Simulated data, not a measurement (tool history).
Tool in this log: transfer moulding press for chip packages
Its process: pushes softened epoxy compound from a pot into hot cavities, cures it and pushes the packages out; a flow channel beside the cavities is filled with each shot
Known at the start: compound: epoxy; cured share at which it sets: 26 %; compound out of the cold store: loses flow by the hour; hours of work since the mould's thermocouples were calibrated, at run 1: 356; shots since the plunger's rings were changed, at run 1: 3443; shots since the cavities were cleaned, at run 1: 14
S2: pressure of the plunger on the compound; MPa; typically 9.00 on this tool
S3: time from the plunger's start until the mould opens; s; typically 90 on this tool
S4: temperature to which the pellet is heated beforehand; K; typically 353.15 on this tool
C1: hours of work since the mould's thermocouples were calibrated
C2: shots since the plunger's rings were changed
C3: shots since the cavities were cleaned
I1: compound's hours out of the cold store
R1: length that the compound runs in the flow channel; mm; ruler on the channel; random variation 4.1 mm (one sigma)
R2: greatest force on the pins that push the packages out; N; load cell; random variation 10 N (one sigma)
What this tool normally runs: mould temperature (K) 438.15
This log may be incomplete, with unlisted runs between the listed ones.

run 1 hour=0.0 | mould_temperature_(K)=438.15 S2=9.00 S3=90 S4=353.15 | C1=356 C2=3443 C3=14 | I1=47.0 | R1=468 R2=483
run 2 hour=27.3 | mould_temperature_(K)=438.15 S2=9.00 S3=90 S4=353.15 | C1=367 C2=3700 C3=271 | I1=23.2 | R1=502 R2=656
run 3 hour=56.7 | mould_temperature_(K)=438.15 S2=9.00 S3=90 S4=353.15 | C1=380 C2=3975 C3=546 | I1=20.0 | R1=515 R2=785
-- hour=60.7 cavities cleaned with cleaning compound and waxed
run 4 hour=97.5 | mould_temperature_(K)=438.15 S2=9.00 S3=90 S4=353.15 | C1=397 C2=4344 C3=346 | I1=34.3 | R1=482 R2=696
-- hour=123.1 cavities cleaned with cleaning compound and waxed
run 5 hour=129.3 | mould_temperature_(K)=438.15 S2=9.00 S3=90 S4=353.15 | C1=410 C2=4629 C3=58 | I1=39.9 | R1=474 R2=527
run 6 hour=158.0 | mould_temperature_(K)=441.15 S2=9.00 S3=90 S4=353.15 | C1=422 C2=4898 C3=327 | I1=15.9 | R1=505 R2=650
-- hour=183.2 cavities cleaned with cleaning compound and waxed
run 7 hour=196.2 | mould_temperature_(K)=438.15 S2=9.00 S3=90 S4=354.15 | C1=438 C2=5243 C3=122 | I1=15.1 | R1=509 R2=569
run 8 hour=220.9 | mould_temperature_(K)=438.15 S2=8.34 S3=90 S4=354.15 | C1=449 C2=5475 C3=354 | I1=30.6 | R1=470 R2=729
-- hour=243.3 cavities cleaned with cleaning compound and waxed
run 9 hour=257.2 | mould_temperature_(K)=438.15 S2=8.34 S3=90 S4=354.15 | C1=464 C2=5801 C3=130 | I1=23.3 | R1=475 R2=581
run 10 hour=285.5 | mould_temperature_(K)=438.15 S2=9.00 S3=90 S4=353.15 | C1=476 C2=6066 C3=395 | I1=35.0 | R1=464 R2=706
-- hour=305.9 cavities cleaned with cleaning compound and waxed
run 11 hour=325.3 | mould_temperature_(K)=438.15 S2=7.86 S3=90 S4=353.15 | C1=493 C2=6427 C3=183 | I1=15.0 | R1=467 R2=618
run 12 hour=348.6 | mould_temperature_(K)=438.15 S2=7.86 S3=90 S4=353.15 | C1=503 C2=6645 C3=401 | I1=9.7 | R1=482 R2=728
-- hour=354.5 plunger's sealing rings changed
-- hour=370.3 cavities cleaned with cleaning compound and waxed
run 13 hour=399.6 | mould_temperature_(K)=438.15 S2=7.86 S3=90 S4=353.15 | C1=523 C2=409 C3=275 | I1=19.9 | R1=487 R2=664
-- hour=433.4 cavities cleaned with cleaning compound and waxed
run 14 hour=444.5 | mould_temperature_(K)=438.15 S2=7.86 S3=90 S4=353.15 | C1=542 C2=817 C3=105 | I1=34.8 | R1=461 R2=570
-- hour=449.3 mould's thermocouples calibrated
run 15 hour=482.9 | mould_temperature_(K)=438.15 S2=9.00 S3=90 S4=361.15 | C1=14 C2=1158 C3=446 | I1=10.0 | R1=537 R2=738
-- hour=497.3 cavities cleaned with cleaning compound and waxed
run 16 hour=504.1 | mould_temperature_(K)=438.15 S2=9.00 S3=90 S4=362.15 | C1=23 C2=1344 C3=64 | I1=21.6 | R1=516 R2=541
run 17 hour=533.1 | mould_temperature_(K)=438.15 S2=9.00 S3=90 S4=362.15 | C1=35 C2=1615 C3=335 | I1=26.0 | R1=504 R2=661
-- hour=559.7 cavities cleaned with cleaning compound and waxed
run 18 hour=569.5 | mould_temperature_(K)=437.15 S2=9.00 S3=125 S4=353.15 | C1=51 C2=1943 C3=92 | I1=39.5 | R1=485 R2=487
run 19 hour=603.1 | mould_temperature_(K)=437.15 S2=9.00 S3=125 S4=353.15 | C1=65 C2=2259 C3=408 | I1=44.2 | R1=480 R2=631
-- hour=621.9 cavities cleaned with cleaning compound and waxed
run 20 hour=631.3 | mould_temperature_(K)=431.15 S2=8.06 S3=76 S4=353.15 | C1=77 C2=2509 C3=88 | I1=40.4 | R1=461 R2=1024
run 21 hour=672.7 | mould_temperature_(K)=431.15 S2=8.06 S3=76 S4=353.15 | C1=94 C2=2898 C3=477 | I1=29.7 | R1=479 R2=1398
-- hour=684.0 cavities cleaned with cleaning compound and waxed
-- hour=699.8 mould's thermocouples calibrated, once more
run 22 hour=699.8 | mould_temperature_(K)=438.15 S2=9.00 S3=124 S4=359.15 | C1=0 C2=3119 C3=129 | I1=19.2 | R1=515 R2=507
run 23 hour=723.5 | mould_temperature_(K)=438.15 S2=9.00 S3=124 S4=359.15 | C1=10 C2=3341 C3=351 | I1=10.0 | R1=524 R2=619
-- hour=749.3 cavities cleaned with cleaning compound and waxed
run 24 hour=764.3 | mould_temperature_(K)=438.15 S2=9.00 S3=124 S4=359.15 | C1=27 C2=3711 C3=141 | I1=19.9 | R1=509 R2=518
run 25 hour=791.8 | mould_temperature_(K)=438.15 S2=8.17 S3=90 S4=353.15 | C1=39 C2=3969 C3=399 | I1=31.8 | R1=459 R2=747
-- hour=811.9 cavities cleaned with cleaning compound and waxed
run 26 hour=830.4 | mould_temperature_(K)=440.15 S2=6.99 S3=90 S4=353.15 | C1=55 C2=4317 C3=173 | I1=23.4 | R1=440 R2=597
run 27 hour=869.4 | mould_temperature_(K)=434.15 S2=10.10 S3=76 S4=349.15 | C1=72 C2=4683 C3=539 | I1=41.8 | R1=509 R2=1338

Each row is a separate what-if for the run after 27, all from the same tool condition, not one after another. Results?
-- hour=875.1 cavities cleaned with cleaning compound and waxed
run A hour=904.5 | mould_temperature_(K)=434.15 S2=8.25 S3=116 S4=349.15 | C1=86 C2=4998 C3=275 | I1=8.3 | R1=? R2=?
-- hour=875.1 cavities cleaned with cleaning compound and waxed
run B hour=904.5 | mould_temperature_(K)=438.15 S2=9.00 S3=92 S4=353.15 | C1=86 C2=4998 C3=275 | I1=37.0 | R1=? R2=?
-- hour=875.1 cavities cleaned with cleaning compound and waxed
run C hour=904.5 | mould_temperature_(K)=438.15 S2=10.42 S3=90 S4=353.15 | C1=86 C2=4998 C3=275 | I1=10.1 | R1=? R2=?

run=A R1=514 R2=653
run=B R1=470 R2=684
run=C R1=560 R2=722
Without the tool's unlogged condition, the same runs would have read:
run=A R1=534 R2=455
run=B R1=489 R2=476
run=C R1=582 R2=502

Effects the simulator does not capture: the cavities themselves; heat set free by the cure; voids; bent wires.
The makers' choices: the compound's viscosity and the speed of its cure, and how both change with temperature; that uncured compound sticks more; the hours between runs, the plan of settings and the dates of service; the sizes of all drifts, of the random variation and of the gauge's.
